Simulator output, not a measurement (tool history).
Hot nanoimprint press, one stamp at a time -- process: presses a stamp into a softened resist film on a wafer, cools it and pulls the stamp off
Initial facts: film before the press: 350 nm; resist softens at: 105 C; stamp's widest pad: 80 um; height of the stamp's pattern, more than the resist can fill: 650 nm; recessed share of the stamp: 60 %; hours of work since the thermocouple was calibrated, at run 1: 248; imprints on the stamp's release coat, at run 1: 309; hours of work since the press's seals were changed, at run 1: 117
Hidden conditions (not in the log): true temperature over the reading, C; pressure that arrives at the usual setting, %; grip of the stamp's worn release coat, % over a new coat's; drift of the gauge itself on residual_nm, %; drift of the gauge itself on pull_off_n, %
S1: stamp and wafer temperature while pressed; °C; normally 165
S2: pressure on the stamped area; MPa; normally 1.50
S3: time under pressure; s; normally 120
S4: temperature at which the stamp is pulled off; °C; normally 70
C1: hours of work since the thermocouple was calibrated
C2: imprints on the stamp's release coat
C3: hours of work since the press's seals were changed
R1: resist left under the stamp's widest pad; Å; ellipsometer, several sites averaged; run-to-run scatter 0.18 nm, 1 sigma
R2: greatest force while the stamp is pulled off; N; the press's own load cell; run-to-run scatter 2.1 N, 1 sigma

| run | hour | S1 | S2 | S3 | S4 | C1 | C2 | C3 | R1 | R2 |
|---|---|---|---|---|---|---|---|---|---|---|
| 1 | 0.0 | 165 | 1.50 | 120 | 70 | 248 | 309 | 117 | 2034 | 200 |
| 2 | 8.9 | 165 | 1.50 | 120 | 70 | 252 | 328 | 121 | 2030 | 200 |
| 3 | 22.6 | 165 | 1.50 | 120 | 55 | 257 | 357 | 127 | 2033 | 255 |
| 4 | 33.8 | 165 | 1.50 | 120 | 55 | 262 | 381 | 131 | 2027 | 258 |
| 5 | 45.7 | 165 | 1.50 | 120 | 55 | 266 | 406 | 136 | 2026 | 262 |
| 6 | 55.9 | 165 | 1.50 | 120 | 55 | 271 | 427 | 140 | 2022 | 256 |
| 7 | 66.4 | 165 | 1.50 | 120 | 55 | 275 | 449 | 144 | 2020 | 254 |
| 8 | 73.8 | 165 | 1.50 | 120 | 55 | 278 | 465 | 147 | 2019 | 256 |
| 9 | 83.0 | 161 | 1.50 | 72 | 70 | 282 | 484 | 151 | 2559 | 198 |
| 10 | 92.9 | 161 | 1.50 | 121 | 59 | 286 | 505 | 155 | 2235 | 245 |
| 11 | 100.8 | 165 | 2.07 | 120 | 70 | 289 | 522 | 158 | 1786 | 203 |
| 12 | 115.2 | 154 | 1.50 | 68 | 73 | 295 | 552 | 164 | 2910 | 189 |
| 13 | 127.3 | 154 | 1.50 | 68 | 73 | 299 | 577 | 169 | 2909 | 187 |

Results per run with the tool's hidden condition removed, run-to-run variation unchanged:
| run | R1 |
|---|---|
| 1 | 2034 |
| 2 | 2032 |
| 3 | 2038 |
| 4 | 2034 |
| 5 | 2036 |
| 6 | 2034 |
| 7 | 2034 |
| 8 | 2035 |
| 9 | 2581 |
| 10 | 2256 |
| 11 | 1804 |
| 12 | 2944 |
| 13 | 2946 |
R2: at most 1 N away from the measurement, every run.
